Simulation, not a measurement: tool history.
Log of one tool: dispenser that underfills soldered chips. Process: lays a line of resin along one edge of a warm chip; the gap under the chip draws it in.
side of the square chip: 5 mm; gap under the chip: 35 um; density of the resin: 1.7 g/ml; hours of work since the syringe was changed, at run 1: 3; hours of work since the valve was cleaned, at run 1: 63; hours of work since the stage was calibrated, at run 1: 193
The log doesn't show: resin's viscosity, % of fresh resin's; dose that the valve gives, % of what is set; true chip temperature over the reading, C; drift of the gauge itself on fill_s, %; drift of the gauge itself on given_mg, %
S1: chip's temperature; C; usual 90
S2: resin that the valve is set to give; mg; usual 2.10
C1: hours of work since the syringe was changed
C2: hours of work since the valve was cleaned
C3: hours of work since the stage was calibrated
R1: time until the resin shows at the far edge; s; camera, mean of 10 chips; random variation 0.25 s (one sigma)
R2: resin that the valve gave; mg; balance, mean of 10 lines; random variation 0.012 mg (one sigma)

run	hour	S1	S2	C1	C2	C3	R1	R2
1	0.0	90	2.10	3	63	193	12.3	1.98
# hour 3.5: new syringe of resin
2	6.0	91	2.10	2	67	197	11.1	1.95
# hour 12.0: new syringe of resin
3	13.2	91	2.10	1	72	202	10.7	1.93
4	19.5	91	2.10	5	76	207	13.1	1.93
# hour 20.3: new syringe of resin
# hour 28.4: new syringe of resin
5	28.4	91	2.10	0	82	213	10.9	1.94
6	35.1	90	2.12	5	87	217	13.4	1.94
# hour 36.7: new syringe of resin
7	42.2	84	1.86	4	92	222	17.6	1.68
# hour 45.0: new syringe of resin
8	50.0	97	2.48	4	97	228	9.2	2.22

Forecast run 9:
# hour 53.5: new syringe of resin
9	58.1	77	2.20	3	103	233	?	?

Run 9 gave R1 22.4 s, R2 2.00 mg.
Without the tool's hidden state the same run would have given R1 20.8 s, R2 2.20 mg.
